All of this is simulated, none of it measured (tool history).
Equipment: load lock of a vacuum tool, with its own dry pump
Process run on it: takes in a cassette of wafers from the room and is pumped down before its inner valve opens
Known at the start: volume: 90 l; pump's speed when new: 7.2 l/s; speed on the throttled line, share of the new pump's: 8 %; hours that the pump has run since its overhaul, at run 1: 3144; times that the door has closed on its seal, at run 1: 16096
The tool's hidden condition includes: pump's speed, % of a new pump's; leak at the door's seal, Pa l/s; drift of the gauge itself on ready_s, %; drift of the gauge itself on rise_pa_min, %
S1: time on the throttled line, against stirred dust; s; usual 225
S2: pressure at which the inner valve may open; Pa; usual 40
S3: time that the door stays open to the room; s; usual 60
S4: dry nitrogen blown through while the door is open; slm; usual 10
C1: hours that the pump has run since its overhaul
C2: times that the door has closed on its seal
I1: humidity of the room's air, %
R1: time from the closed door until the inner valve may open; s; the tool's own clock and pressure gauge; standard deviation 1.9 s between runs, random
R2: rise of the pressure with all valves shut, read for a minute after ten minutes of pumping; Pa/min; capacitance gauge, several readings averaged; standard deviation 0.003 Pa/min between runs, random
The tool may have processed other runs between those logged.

{"run": 1, "day": 0.0, "S1": 225, "S2": 40, "S3": 60, "S4": 10, "C1": 3144, "C2": 16096, "I1": 46.2, "R1": 307.7, "R2": 0.041}
{"run": 2, "day": 9.342, "S1": 225, "S2": 40, "S3": 97, "S4": 10, "C1": 3368, "C2": 16484, "I1": 46, "R1": 305.9, "R2": 0.051}
{"run": 3, "day": 22.412, "S1": 225, "S2": 40, "S3": 105, "S4": 10, "C1": 3682, "C2": 17027, "I1": 46, "R1": 306.7, "R2": 0.051}
{"run": 4, "day": 29.733, "S1": 225, "S2": 40, "S3": 60, "S4": 6, "C1": 3858, "C2": 17331, "I1": 46.3, "R1": 307.3, "R2": 0.042}
{"run": 5, "day": 38.588, "S1": 225, "S2": 40, "S3": 60, "S4": 6, "C1": 4070, "C2": 17699, "I1": 45.9, "R1": 308.7, "R2": 0.041}
{"run": 6, "day": 44.667, "S1": 225, "S2": 40, "S3": 60, "S4": 6, "C1": 4216, "C2": 17952, "I1": 45.8, "R1": 305.7, "R2": 0.045}
{"run": 7, "day": 55.642, "S1": 225, "S2": 40, "S3": 60, "S4": 6, "C1": 4479, "C2": 18408, "I1": 46.2, "R1": 305.3, "R2": 0.047}
{"run": 8, "day": 66.704, "S1": 225, "S2": 40, "S3": 60, "S4": 6, "C1": 4745, "C2": 18868, "I1": 45, "R1": 310.1, "R2": 0.04}
{"run": 9, "day": 79.875, "S1": 225, "S2": 40, "S3": 60, "S4": 6, "C1": 5061, "C2": 19415, "I1": 44.9, "R1": 308, "R2": 0.044}
{"run": 10, "day": 90.596, "S1": 225, "S2": 40, "S3": 60, "S4": 6, "C1": 5318, "C2": 19860, "I1": 45.2, "R1": 307.1, "R2": 0.048}
{"run": 11, "day": 98.817, "S1": 225, "S2": 40, "S3": 60, "S4": 6, "C1": 5516, "C2": 20202, "I1": 46.4, "R1": 309.4, "R2": 0.045}
{"run": 12, "day": 107.029, "S1": 225, "S2": 40, "S3": 60, "S4": 10, "C1": 5713, "C2": 20543, "I1": 49.1, "R1": 310.7, "R2": 0.046}
{"run": 13, "day": 119.221, "S1": 225, "S2": 40, "S3": 60, "S4": 10, "C1": 6005, "C2": 21050, "I1": 44.4, "R1": 309.1, "R2": 0.044}
{"run": 14, "day": 130.492, "S1": 225, "S2": 40, "S3": 60, "S4": 10, "C1": 6276, "C2": 21518, "I1": 46.3, "R1": 309.2, "R2": 0.05}
{"run": 15, "day": 136.904, "S1": 225, "S2": 40, "S3": 60, "S4": 26, "C1": 6430, "C2": 21785, "I1": 46, "R1": 312.8, "R2": 0.042}
{"run": 16, "day": 148.975, "S1": 225, "S2": 40, "S3": 60, "S4": 26, "C1": 6719, "C2": 22286, "I1": 43.4, "R1": 311.7, "R2": 0.041}
{"run": 17, "day": 159.921, "S1": 225, "S2": 40, "S3": 60, "S4": 26, "C1": 6982, "C2": 22741, "I1": 46, "R1": 309.2, "R2": 0.037}
{"run": 18, "day": 167.492, "S1": 225, "S2": 60, "S3": 34, "S4": 10, "C1": 7164, "C2": 23056, "I1": 45, "R1": 306.6, "R2": 0.041}
{"run": 19, "day": 178.896, "S1": 225, "S2": 60, "S3": 34, "S4": 7, "C1": 7438, "C2": 23529, "I1": 42.9, "R1": 303.2, "R2": 0.038}
{"run": 20, "day": 192.046, "S1": 225, "S2": 60, "S3": 34, "S4": 7, "C1": 7753, "C2": 24076, "I1": 45.9, "R1": 307.2, "R2": 0.042}
{"run": 21, "day": 200.958, "S1": 225, "S2": 28, "S3": 178, "S4": 22, "C1": 7967, "C2": 24446, "I1": 43.1, "R1": 315.8, "R2": 0.064}
{"run": 22, "day": 212.054, "S1": 126, "S2": 40, "S3": 63, "S4": 6, "C1": 8233, "C2": 24907, "I1": 45.5, "R1": 220.4, "R2": 0.052}
{"run": 23, "day": 224.346, "S1": 424, "S2": 29, "S3": 60, "S4": 40, "C1": 8528, "C2": 25418, "I1": 45.5, "R1": 498.7, "R2": 0.038}
{"run": 24, "day": 231.458, "S1": 424, "S2": 70, "S3": 83, "S4": 5, "C1": 8699, "C2": 25714, "I1": 45.4, "R1": 480.4, "R2": 0.07}
{"run": 25, "day": 237.992, "S1": 120, "S2": 31, "S3": 71, "S4": 22, "C1": 8856, "C2": 25985, "I1": 46.5, "R1": 219.5, "R2": 0.046}
{"run": 26, "day": 250.033, "S1": 118, "S2": 40, "S3": 98, "S4": 10, "C1": 9145, "C2": 26485, "I1": 43.3, "R1": 215.6, "R2": 0.064}
{"run": 27, "day": 260.658, "S1": 359, "S2": 40, "S3": 98, "S4": 10, "C1": 9400, "C2": 26927, "I1": 45.3, "R1": 431.3, "R2": 0.064}
{"run": 28, "day": 268.083, "S1": 359, "S2": 40, "S3": 98, "S4": 10, "C1": 9578, "C2": 27236, "I1": 43.4, "R1": 435.9, "R2": 0.062}
{"run": 29, "day": 275.508, "S1": 161, "S2": 55, "S3": 118, "S4": 45, "C1": 9756, "C2": 27544, "I1": 45.3, "R1": 246.8, "R2": 0.053}
{"run": 30, "day": 286.658, "S1": 161, "S2": 51, "S3": 118, "S4": 10, "C1": 10024, "C2": 28007, "I1": 41.8, "R1": 248.5, "R2": 0.067}
{"run": 31, "day": 295.675, "S1": 161, "S2": 51, "S3": 118, "S4": 10, "C1": 10240, "C2": 28382, "I1": 46.4, "R1": 250.4, "R2": 0.071}
{"run": 32, "day": 310.562, "S1": 278, "S2": 40, "S3": 57, "S4": 35, "C1": 10598, "C2": 29001, "I1": 47.6, "R1": 367.2, "R2": 0.05}

4 options for the next run, each taken on its own from the tool as it stands now. Forecast them:
{"run": "A", "day": 321.362, "S1": 278, "S2": 30, "S3": 66, "S4": 42, "C1": 10857, "C2": 29449, "I1": 47.2, "R1": "?", "R2": "?"}
{"run": "B", "day": 321.362, "S1": 278, "S2": 39, "S3": 33, "S4": 35, "C1": 10857, "C2": 29449, "I1": 47.5, "R1": "?", "R2": "?"}
{"run": "C", "day": 321.362, "S1": 342, "S2": 40, "S3": 57, "S4": 35, "C1": 10857, "C2": 29449, "I1": 45.9, "R1": "?", "R2": "?"}
{"run": "D", "day": 321.362, "S1": 416, "S2": 40, "S3": 49, "S4": 35, "C1": 10857, "C2": 29449, "I1": 45.5, "R1": "?", "R2": "?"}

run=A R1=362.5 R2=0.047
run=B R1=363.3 R2=0.044
run=C R1=422.5 R2=0.049
run=D R1=484.3 R2=0.041
Stripped of hidden state, with their random variation kept, the same runs would have yielded:
run=A R1=354.2 R2=0.018
run=B R1=355 R2=0.015
run=C R1=415 R2=0.02
run=D R1=477.6 R2=0.012
